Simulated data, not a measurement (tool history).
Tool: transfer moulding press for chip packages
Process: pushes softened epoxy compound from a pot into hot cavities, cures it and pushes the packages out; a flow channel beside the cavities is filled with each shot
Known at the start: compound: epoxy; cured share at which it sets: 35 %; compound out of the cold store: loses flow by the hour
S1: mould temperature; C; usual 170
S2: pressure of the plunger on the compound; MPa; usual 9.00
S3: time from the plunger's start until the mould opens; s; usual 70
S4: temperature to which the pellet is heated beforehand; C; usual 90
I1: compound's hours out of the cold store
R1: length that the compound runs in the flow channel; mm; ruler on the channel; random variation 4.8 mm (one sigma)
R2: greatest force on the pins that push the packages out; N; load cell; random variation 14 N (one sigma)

run,hour,S1,S2,S3,S4,I1,R1,R2
1,0.0,170,9.00,70,90,34.5,581,699
2,28.8,170,9.00,70,90,32.6,586,1017
3,49.6,170,9.00,70,90,32.1,575,1116
# hour 55.1: plunger's sealing rings changed
# hour 80.9: cavities cleaned with cleaning compound and waxed
4,94.5,170,9.00,70,90,20.9,660,900
5,120.4,170,9.00,70,90,44.0,623,1044
6,147.2,170,9.00,70,90,21.8,645,1151
# hour 158.0: cavities cleaned with cleaning compound and waxed
7,176.3,170,9.00,78,90,23.5,639,740
8,194.0,170,9.00,100,90,47.7,601,637
# hour 198.5: mould's thermocouples calibrated
9,213.4,170,9.00,100,90,10.6,653,689
# hour 237.7: cavities cleaned with cleaning compound and waxed
10,246.8,170,9.00,100,90,16.8,642,510
11,273.1,170,10.36,100,90,39.6,647,630
# hour 287.3: mould's thermocouples calibrated, once more
12,292.2,170,10.36,100,84,35.7,653,701
# hour 316.3: cavities cleaned with cleaning compound and waxed
13,324.5,170,9.00,70,91,13.8,621,860
14,352.9,170,9.00,70,91,30.2,607,1021
15,371.0,170,9.92,70,91,11.1,658,1122
# hour 394.4: cavities cleaned with cleaning compound and waxed
16,408.9,170,9.00,54,84,14.9,611,1895
17,436.4,170,8.92,56,84,29.8,580,2030
18,455.7,163,7.77,71,95,44.4,540,1564
# hour 473.9: cavities cleaned with cleaning compound and waxed
19,492.9,166,7.77,79,82,40.3,525,928
# hour 513.8: plunger's sealing rings changed
20,529.7,172,8.32,70,96,13.4,638,940
# hour 554.2: cavities cleaned with cleaning compound and waxed
21,556.9,170,9.00,57,92,25.6,650,1253
22,581.0,170,9.00,72,92,31.2,652,904
23,621.2,170,9.00,60,83,32.0,633,1766
# hour 633.2: cavities cleaned with cleaning compound and waxed
24,664.0,176,7.68,70,90,17.2,581,738
25,685.3,165,9.00,87,90,40.8,613,881
# hour 711.1: cavities cleaned with cleaning compound and waxed
26,721.7,170,9.00,70,92,15.9,638,836
27,753.2,170,9.00,70,92,46.9,594,995
# hour 787.4: cavities cleaned with cleaning compound and waxed
28,787.4,170,9.00,70,92,22.8,612,693

3 ways to go on from here, each from the tool as it stands after run 28. What would each give?
A,826.2,177,9.00,84,81,45.8,?,?
B,826.2,170,10.62,74,82,19.7,?,?
C,826.2,168,9.00,70,80,45.0,?,?

run,R1,R2
A,557,645
B,663,927
C,576,1207
Without the tool's hidden state the same runs would have given:
run,R1,R2
A,611,429
B,727,636
C,631,831

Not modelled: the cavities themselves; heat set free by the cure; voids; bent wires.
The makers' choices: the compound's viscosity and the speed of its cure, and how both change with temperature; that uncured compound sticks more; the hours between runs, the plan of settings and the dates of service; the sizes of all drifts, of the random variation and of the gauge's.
